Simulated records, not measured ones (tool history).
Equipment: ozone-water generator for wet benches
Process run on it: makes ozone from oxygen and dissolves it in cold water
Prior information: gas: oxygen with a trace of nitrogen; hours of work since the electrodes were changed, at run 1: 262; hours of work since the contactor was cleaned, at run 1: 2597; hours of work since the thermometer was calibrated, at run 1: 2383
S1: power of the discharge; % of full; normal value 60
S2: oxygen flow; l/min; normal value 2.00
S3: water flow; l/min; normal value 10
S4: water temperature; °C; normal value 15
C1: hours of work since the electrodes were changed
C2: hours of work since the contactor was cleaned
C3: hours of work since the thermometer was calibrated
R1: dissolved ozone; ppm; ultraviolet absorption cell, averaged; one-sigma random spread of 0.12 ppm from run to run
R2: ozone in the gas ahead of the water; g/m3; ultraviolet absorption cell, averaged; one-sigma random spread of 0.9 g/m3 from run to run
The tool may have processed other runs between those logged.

| run | hour | S1 | S2 | S3 | S4 | C1 | C2 | C3 | R1 | R2 |
|---|---|---|---|---|---|---|---|---|---|---|
| 1 | 0.0 | 60 | 2.00 | 10 | 15 | 262 | 2597 | 2383 | 9.9 | 148.1 |
| 2 | 49.1 | 60 | 2.00 | 10 | 15 | 308 | 2643 | 2429 | 9.6 | 149.9 |
| 3 | 85.9 | 60 | 2.00 | 10 | 15 | 343 | 2678 | 2464 | 9.9 | 145.3 |
| 4 | 111.0 | 60 | 2.00 | 10 | 15 | 367 | 2701 | 2487 | 9.7 | 148.5 |
| 5 | 141.6 | 60 | 2.00 | 10 | 15 | 396 | 2730 | 2516 | 9.8 | 147.5 |
| 6 | 180.1 | 60 | 2.00 | 10 | 15 | 432 | 2766 | 2553 | 9.7 | 147.9 |
| 7 | 217.2 | 60 | 2.00 | 10 | 15 | 467 | 2801 | 2588 | 9.7 | 146.8 |
| 8 | 257.3 | 60 | 2.00 | 10 | 15 | 505 | 2839 | 2625 | 9.4 | 149.0 |
| 9 | 302.8 | 60 | 2.00 | 10 | 15 | 548 | 2882 | 2668 | 9.7 | 146.7 |
| 10 | 353.0 | 60 | 2.00 | 10 | 15 | 595 | 2930 | 2716 | 9.7 | 146.8 |
| 11 | 404.4 | 60 | 2.00 | 10 | 19 | 643 | 2978 | 2764 | 9.3 | 147.5 |
| 12 | 449.0 | 60 | 1.02 | 10 | 15 | 685 | 3020 | 2806 | 8.9 | 219.7 |
| 13 | 499.7 | 60 | 2.00 | 10 | 15 | 733 | 3068 | 2854 | 9.4 | 147.5 |
| 14 | 526.0 | 60 | 2.00 | 10 | 15 | 758 | 3093 | 2879 | 9.8 | 146.9 |
| 15 | 567.7 | 60 | 2.00 | 10 | 15 | 797 | 3132 | 2918 | 9.7 | 145.3 |
| 16 | 595.8 | 60 | 2.00 | 11 | 15 | 824 | 3159 | 2945 | 8.7 | 145.7 |
|  | 650.1 | contactor cleaned |
| 17 | 654.4 | 60 | 2.00 | 11 | 15 | 875 | 4 | 2996 | 9.4 | 146.7 |
| 18 | 683.1 | 60 | 1.26 | 10 | 13 | 902 | 31 | 3023 | 9.9 | 193.7 |
| 19 | 710.6 | 46 | 2.56 | 10 | 15 | 928 | 57 | 3049 | 8.5 | 104.2 |
| 20 | 739.9 | 46 | 2.56 | 11 | 13 | 956 | 85 | 3077 | 8.0 | 102.9 |
| 21 | 798.3 | 60 | 2.33 | 7 | 11 | 1011 | 140 | 3132 | 14.7 | 133.5 |
| 22 | 843.2 | 80 | 2.00 | 10 | 15 | 1053 | 182 | 3174 | 12.7 | 180.2 |
| 23 | 886.1 | 60 | 2.00 | 10 | 14 | 1094 | 223 | 3215 | 10.4 | 146.1 |
| 24 | 936.8 | 60 | 1.78 | 16 | 15 | 1142 | 270 | 3262 | 6.2 | 155.8 |
| 25 | 996.0 | 60 | 2.91 | 8 | 8 | 1197 | 326 | 3318 | 13.5 | 115.6 |
| 26 | 1056.4 | 60 | 2.91 | 16 | 8 | 1255 | 383 | 3375 | 6.9 | 115.4 |
|  | 1065.5 | water thermometer calibrated |
| 27 | 1105.4 | 50 | 2.91 | 9 | 12 | 1300 | 429 | 38 | 10.2 | 101.4 |
| 28 | 1164.7 | 78 | 3.43 | 14 | 16 | 1356 | 485 | 94 | 9.0 | 125.3 |
| 29 | 1224.3 | 78 | 3.43 | 14 | 16 | 1412 | 541 | 150 | 9.2 | 125.2 |
| 30 | 1267.3 | 78 | 3.43 | 14 | 9 | 1453 | 582 | 190 | 9.6 | 124.5 |
| 31 | 1297.4 | 52 | 3.53 | 9 | 11 | 1481 | 610 | 219 | 10.3 | 91.1 |
| 32 | 1349.2 | 52 | 2.87 | 9 | 7 | 1530 | 659 | 268 | 10.9 | 103.5 |
| 33 | 1396.9 | 52 | 2.87 | 9 | 7 | 1575 | 704 | 312 | 11.0 | 105.1 |
| 34 | 1439.1 | 54 | 2.00 | 10 | 15 | 1615 | 744 | 352 | 9.4 | 132.8 |

How the hidden state differs across the entries between the runs, from the last listed run before each to the first after it:
From run 16 to run 17: contactor cleaned (hour 650.1)
  yield of the discharge, % of new electrodes': 97.9 -> 97.7; contactor's efficiency, % of a clean one's: 86.8 -> 99.5; true water temperature over the reading, C: 0.15 -> 0.16
  what was measured, less what the result would be without the hidden state, R1: -1.0 -> -0.3 ppm; R2: -2.8 -> -3.1 g/m3
From run 26 to run 27: water thermometer calibrated (hour 1065.5)
  yield of the discharge, % of new electrodes': 96.2 -> 96; contactor's efficiency, % of a clean one's: 98 -> 97.8; true water temperature over the reading, C: 0.18 -> 0
  what was measured, less what the result would be without the hidden state, R1: -0.4 -> -0.5 ppm; R2: -4.0 -> -3.2 g/m3
